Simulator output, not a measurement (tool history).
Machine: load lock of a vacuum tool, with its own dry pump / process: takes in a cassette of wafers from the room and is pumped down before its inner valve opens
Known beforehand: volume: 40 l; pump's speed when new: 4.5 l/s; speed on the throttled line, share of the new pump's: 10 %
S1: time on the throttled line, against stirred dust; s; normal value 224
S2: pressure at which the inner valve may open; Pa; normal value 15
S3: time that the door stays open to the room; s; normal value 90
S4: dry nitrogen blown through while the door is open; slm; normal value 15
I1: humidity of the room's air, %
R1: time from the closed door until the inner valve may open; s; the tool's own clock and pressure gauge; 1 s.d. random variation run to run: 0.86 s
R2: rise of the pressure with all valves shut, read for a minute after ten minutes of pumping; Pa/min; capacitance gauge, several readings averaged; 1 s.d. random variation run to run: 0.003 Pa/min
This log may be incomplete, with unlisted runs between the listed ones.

| run | day | S1 | S2 | S3 | S4 | I1 | R1 | R2 |
|---|---|---|---|---|---|---|---|---|
| 1 | 0 | 224 | 15 | 90 | 15 | 49.7 | 279.9 | 0.055 |
| 2 | 9.508 | 224 | 15 | 90 | 15 | 42.7 | 280.8 | 0.047 |
| 3 | 16.2 | 224 | 15 | 165 | 15 | 45.7 | 280.6 | 0.068 |
| 4 | 23.783 | 224 | 15 | 90 | 15 | 42.2 | 281.2 | 0.046 |
| 5 | 33.138 | 224 | 15 | 90 | 15 | 40.5 | 279.8 | 0.043 |
| 6 | 40.642 | 224 | 15 | 90 | 38 | 44.3 | 280.9 | 0.027 |
| 7 | 46.604 | 224 | 15 | 90 | 38 | 45.5 | 281.1 | 0.031 |
| 8 | 54.2 | 224 | 15 | 90 | 38 | 44.2 | 281.5 | 0.03 |
| 9 | 59.967 | 224 | 15 | 90 | 38 | 41.2 | 279.9 | 0.029 |
| 10 | 66.396 | 224 | 16 | 90 | 15 | 46.9 | 280.4 | 0.048 |
| 11 | 71.392 | 224 | 16 | 90 | 15 | 43.8 | 281 | 0.046 |
| 12 | 81.167 | 224 | 16 | 90 | 15 | 41.6 | 280.5 | 0.042 |
| 13 | 88.917 | 224 | 16 | 90 | 15 | 47.3 | 280.2 | 0.05 |
| 14 | 96.092 | 224 | 15 | 90 | 15 | 46.8 | 281.1 | 0.054 |
| 15 | 100.508 | 224 | 21 | 90 | 15 | 47.6 | 278.2 | 0.05 |
| 16 | 110.262 | 224 | 21 | 90 | 15 | 48.7 | 277.5 | 0.049 |
| 17 | 120.546 | 224 | 15 | 90 | 15 | 43.9 | 281.5 | 0.046 |
| 18 | 125.921 | 224 | 15 | 90 | 16 | 42.7 | 279.1 | 0.048 |
| 19 | 134.883 | 224 | 15 | 90 | 4 | 44.4 | 281.8 | 0.068 |
| 20 | 139.542 | 180 | 13 | 65 | 19 | 46.9 | 241.2 | 0.04 |
| 21 | 149.212 | 180 | 13 | 65 | 19 | 47 | 242 | 0.041 |
| 22 | 158.571 | 135 | 21 | 65 | 19 | 45.2 | 195.6 | 0.039 |
| 23 | 165.167 | 224 | 26 | 154 | 38 | 47.4 | 277.5 | 0.045 |
| 24 | 172.408 | 414 | 21 | 90 | 12 | 44.6 | 450.3 | 0.047 |
| 25 | 182.292 | 301 | 15 | 66 | 12 | 42.4 | 350 | 0.041 |
| 26 | 188.088 | 130 | 27 | 57 | 4 | 42.2 | 190.2 | 0.053 |

The next listed run, before its measurement:
| 27 | 198.167 | 205 | 27 | 38 | 16 | 47.5 | ? | ? |

{"run 27": {"R1": 258.2, "R2": 0.029}}
Minus the tool's unlogged condition, the same run would have read R1 258.1 s, R2 0.029 Pa/min.
